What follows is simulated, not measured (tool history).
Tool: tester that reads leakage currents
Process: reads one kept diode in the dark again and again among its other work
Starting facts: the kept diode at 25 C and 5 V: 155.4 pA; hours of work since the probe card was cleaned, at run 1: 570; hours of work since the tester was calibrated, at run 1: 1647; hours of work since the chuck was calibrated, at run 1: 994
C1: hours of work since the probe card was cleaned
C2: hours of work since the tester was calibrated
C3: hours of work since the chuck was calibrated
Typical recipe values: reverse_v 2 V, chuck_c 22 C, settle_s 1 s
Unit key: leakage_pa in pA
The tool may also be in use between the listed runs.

run 1 hour=0 | reverse_v=2 chuck_c=22 settle_s=1 | C1=570 C2=1647 C3=994 | leakage_pa=83.42
run 2 hour=147.4 | reverse_v=2 chuck_c=22 settle_s=1 | C1=685 C2=1762 C3=1109 | leakage_pa=85.73
run 3 hour=284.3 | reverse_v=2 chuck_c=22 settle_s=1 | C1=791 C2=1869 C3=1215 | leakage_pa=86.42
run 4 hour=429.6 | reverse_v=2 chuck_c=22 settle_s=2.74 | C1=905 C2=1982 C3=1329 | leakage_pa=87.93
run 5 hour=523.9 | reverse_v=2 chuck_c=22 settle_s=2.74 | C1=978 C2=2055 C3=1402 | leakage_pa=89.25
-- hour=570 chuck's temperature calibrated
run 6 hour=638.7 | reverse_v=2.18 chuck_c=22 settle_s=2.74 | C1=1066 C2=2143 C3=54 | leakage_pa=77.94
-- hour=712.1 tester calibrated
run 7 hour=810.8 | reverse_v=2 chuck_c=22 settle_s=1 | C1=1199 C2=77 C3=186 | leakage_pa=73.73
run 8 hour=969.4 | reverse_v=2 chuck_c=22 settle_s=1 | C1=1322 C2=201 C3=310 | leakage_pa=75.8
-- hour=988.8 probe card cleaned and baked
run 9 hour=1153.9 | reverse_v=2 chuck_c=22 settle_s=1 | C1=129 C2=342 C3=451 | leakage_pa=77.49
run 10 hour=1332.3 | reverse_v=2 chuck_c=22 settle_s=0.41 | C1=268 C2=481 C3=590 | leakage_pa=79.62
run 11 hour=1451.3 | reverse_v=2 chuck_c=20 settle_s=0.41 | C1=361 C2=574 C3=683 | leakage_pa=67.74
run 12 hour=1552.5 | reverse_v=2 chuck_c=20 settle_s=0.41 | C1=439 C2=653 C3=762 | leakage_pa=68.32
run 13 hour=1664.8 | reverse_v=12.22 chuck_c=53 settle_s=0.73 | C1=527 C2=740 C3=849 | leakage_pa=2884.25
run 14 hour=1800.9 | reverse_v=3.35 chuck_c=53 settle_s=0.73 | C1=633 C2=846 C3=955 | leakage_pa=1394.36
run 15 hour=1991.7 | reverse_v=1.18 chuck_c=25 settle_s=1 | C1=782 C2=995 C3=1104 | leakage_pa=81.67
-- hour=2110.9 probe card cleaned and baked, once more
run 16 hour=2111.7 | reverse_v=1.18 chuck_c=58 settle_s=2.76 | C1=1 C2=1086 C3=1195 | leakage_pa=1142.08
run 17 hour=2213.4 | reverse_v=1.04 chuck_c=34 settle_s=3.09 | C1=80 C2=1165 C3=1275 | leakage_pa=164.62
run 18 hour=2322.4 | reverse_v=15.37 chuck_c=28 settle_s=1 | C1=165 C2=1250 C3=1360 | leakage_pa=464.01
-- hour=2413.7 chuck's temperature calibrated
run 19 hour=2480.7 | reverse_v=15.37 chuck_c=28 settle_s=1 | C1=287 C2=1372 C3=52 | leakage_pa=398.51
run 20 hour=2610.4 | reverse_v=2.03 chuck_c=32 settle_s=1.74 | C1=388 C2=1473 C3=153 | leakage_pa=178.96
run 21 hour=2812.8 | reverse_v=11.58 chuck_c=27 settle_s=0.49 | C1=545 C2=1631 C3=311 | leakage_pa=323.78
run 22 hour=2931.9 | reverse_v=10.26 chuck_c=31 settle_s=0.52 | C1=638 C2=1724 C3=404 | leakage_pa=432.17
run 23 hour=3014.6 | reverse_v=10.26 chuck_c=31 settle_s=0.52 | C1=703 C2=1788 C3=468 | leakage_pa=434.56
run 24 hour=3112.9 | reverse_v=3.04 chuck_c=22 settle_s=3.04 | C1=779 C2=1865 C3=545 | leakage_pa=99.32

Here are 4 independent what-if runs from the current tool condition. What would each one return?
run A hour=3199.5 | reverse_v=5.28 chuck_c=55 settle_s=0.54 | C1=847 C2=1932 C3=612 | leakage_pa=?
run B hour=3199.5 | reverse_v=3.04 chuck_c=28 settle_s=7.17 | C1=847 C2=1932 C3=612 | leakage_pa=?
run C hour=3199.5 | reverse_v=5.09 chuck_c=22 settle_s=0.41 | C1=847 C2=1932 C3=612 | leakage_pa=?
run D hour=3199.5 | reverse_v=3.04 chuck_c=22 settle_s=0.95 | C1=847 C2=1932 C3=612 | leakage_pa=?

run=A leakage_pa=2051.33
run=B leakage_pa=171.01
run=C leakage_pa=136.38
run=D leakage_pa=100.54
With the hidden condition removed and each run's random variation left untouched, the same runs would have given:
run=A leakage_pa=1887.43
run=B leakage_pa=153.89
run=C leakage_pa=120.76
run=D leakage_pa=89.42

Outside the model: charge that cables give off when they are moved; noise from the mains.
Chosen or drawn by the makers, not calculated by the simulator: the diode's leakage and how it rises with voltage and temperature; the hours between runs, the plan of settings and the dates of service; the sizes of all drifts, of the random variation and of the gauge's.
